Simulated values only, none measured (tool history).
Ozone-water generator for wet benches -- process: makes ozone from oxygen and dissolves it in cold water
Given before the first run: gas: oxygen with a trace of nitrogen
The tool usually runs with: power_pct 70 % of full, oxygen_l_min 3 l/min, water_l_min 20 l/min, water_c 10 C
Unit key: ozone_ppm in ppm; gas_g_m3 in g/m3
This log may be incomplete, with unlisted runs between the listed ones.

run,hour,power_pct,oxygen_l_min,water_l_min,water_c,ozone_ppm,gas_g_m3
1,0,70,3,20,10,19.1,211.8
2,80.6,70,3,20,10,19.1,212.7
# hour 214.5: water thermometer calibrated
3,214.5,70,3,20,10,19.2,210.6
4,281.8,70,3,20,10,19.3,211.2
5,392.1,70,3,20,13,19,211.6
6,531.1,70,3,20,13,18.6,213.2
7,601.2,70,3,20,13,18.6,212
8,727.9,70,3,20,13,18.7,210.9
9,797.1,70,3,16,10,23.3,214
10,872.6,70,3,16,10,23.4,211.7
11,940.3,70,2.15,20,15,17.2,260.1
12,1033.9,70,2.15,20,6,18.7,258.2
13,1183.8,70,2.15,20,11,18,259.6
14,1317.8,58,3,16,10,21,188.6
15,1406.5,77,3,13,6,30.5,222.6
16,1481,97,4.77,20,12,23.8,192.9
17,1543.6,42,4.77,20,7,14.8,116.2
18,1645.7,42,4.77,20,7,14.8,116.3

4 options for the next run, each taken on its own from the tool as it stands now. Forecast them:
A,1772.9,70,2.13,20,10,?,?
B,1772.9,70,4.14,16,10,?,?
C,1772.9,44,3,20,10,?,?
D,1772.9,66,4.77,16,7,?,?

run,ozone_ppm,gas_g_m3
A,18.1,261
B,23.7,173.6
C,14.5,160.2
D,23.7,152.3
With no hidden state in the tool, these same runs would have given:
run,ozone_ppm,gas_g_m3
A,18.2,261.2
B,23.7,173.7
C,14.5,160.3
D,23.8,152.3
